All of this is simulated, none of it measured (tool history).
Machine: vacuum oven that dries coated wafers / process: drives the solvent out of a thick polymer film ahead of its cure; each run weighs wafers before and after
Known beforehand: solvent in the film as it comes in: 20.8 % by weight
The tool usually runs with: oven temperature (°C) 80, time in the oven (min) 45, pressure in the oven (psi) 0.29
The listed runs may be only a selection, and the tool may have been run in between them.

Run 1, hour 0: usual settings. Result: solvent left in the film (%) 3.56.
Run 2, hour 106.6: usual settings. Result: solvent left in the film (%) 3.51.
Run 3, hour 235.3: usual settings. Result: solvent left in the film (%) 3.53.
Run 4, hour 363.8: usual settings. Result: solvent left in the film (%) 3.64.
Run 5, hour 487.8: usual settings but pressure in the oven (psi) 0.889. Result: solvent left in the film (%) 8.45.
Run 6, hour 587.3: usual settings but pressure in the oven (psi) 0.889. Result: solvent left in the film (%) 8.39.
Run 7, hour 662: usual settings but pressure in the oven (psi) 0.889. Result: solvent left in the film (%) 8.44.
Run 8, hour 778.8: usual settings but pressure in the oven (psi) 0.152. Result: solvent left in the film (%) 2.44.
Run 9, hour 880: usual settings but pressure in the oven (psi) 0.152. Result: solvent left in the film (%) 2.4.
Run 10, hour 1006.5: usual settings but pressure in the oven (psi) 0.152. Result: solvent left in the film (%) 2.48.
At hour 1068.1: oven's thermocouples calibrated.
Run 11, hour 1100: usual settings but oven temperature (°C) 91, pressure in the oven (psi) 0.152. Result: solvent left in the film (%) 0.89.
Run 12, hour 1190.5: usual settings but pressure in the oven (psi) 0.505. Result: solvent left in the film (%) 5.31.
Run 13, hour 1264.8: usual settings but pressure in the oven (psi) 0.168. Result: solvent left in the film (%) 2.5.
Run 14, hour 1335.9: usual settings but pressure in the oven (psi) 0.168. Result: solvent left in the film (%) 2.53.
Run 15, hour 1458: usual settings but time in the oven (min) 54. Result: solvent left in the film (%) 2.95.
Run 16, hour 1566.9: usual settings but time in the oven (min) 54, pressure in the oven (psi) 0.238. Result: solvent left in the film (%) 2.72.
Run 17, hour 1682: usual settings. Result: solvent left in the film (%) 3.49.
Run 18, hour 1800.5: usual settings but oven temperature (°C) 86. Result: solvent left in the film (%) 2.13.
Run 19, hour 1869: usual settings but oven temperature (°C) 87, time in the oven (min) 73. Result: solvent left in the film (%) 1.9.
Run 20, hour 1943: usual settings but oven temperature (°C) 87, time in the oven (min) 73, pressure in the oven (psi) 0.837. Result: solvent left in the film (%) 5.66.
Run 21, hour 2043.9: usual settings but oven temperature (°C) 87, time in the oven (min) 72, pressure in the oven (psi) 1.155. Result: solvent left in the film (%) 7.75.
Run 22, hour 2115.2: usual settings but oven temperature (°C) 88, time in the oven (min) 23, pressure in the oven (psi) 1.155. Result: solvent left in the film (%) 8.36.
Run 23, hour 2228.2: usual settings but oven temperature (°C) 88, time in the oven (min) 23, pressure in the oven (psi) 1.155. Result: solvent left in the film (%) 8.16.
At hour 2282.6: vacuum gauge cleaned of residue and calibrated.
Run 24, hour 2307.9: usual settings but time in the oven (min) 38, pressure in the oven (psi) 0.173. Result: solvent left in the film (%) 3.24.
At hour 2335.4: oven's thermocouples calibrated.
Run 25, hour 2430.5: usual settings but time in the oven (min) 38, pressure in the oven (psi) 0.173. Result: solvent left in the film (%) 3.19.
Run 26, hour 2542.5: usual settings but oven temperature (°C) 88, time in the oven (min) 54, pressure in the oven (psi) 0.857. Result: solvent left in the film (%) 5.55.
Run 27, hour 2603.7: usual settings but oven temperature (°C) 90, pressure in the oven (psi) 0.988. Result: solvent left in the film (%) 5.94.
Run 28, hour 2679.3: usual settings but oven temperature (°C) 90, pressure in the oven (psi) 0.988. Result: solvent left in the film (%) 5.89.
Run 29, hour 2806.7: usual settings but oven temperature (°C) 90, time in the oven (min) 29, pressure in the oven (psi) 1.088. Result: solvent left in the film (%) 6.58.

Run 30 is up next; what results do you expect?
Run 30, hour 2880.5: usual settings but oven temperature (°C) 90, time in the oven (min) 29, pressure in the oven (psi) 1.088. Result: solvent left in the film (%) ?.

Logged for run 30: solvent left in the film (%) 6.77.
If the tool had no hidden condition, the same run with the same run-to-run variation would have returned solvent left in the film (%) 6.77.
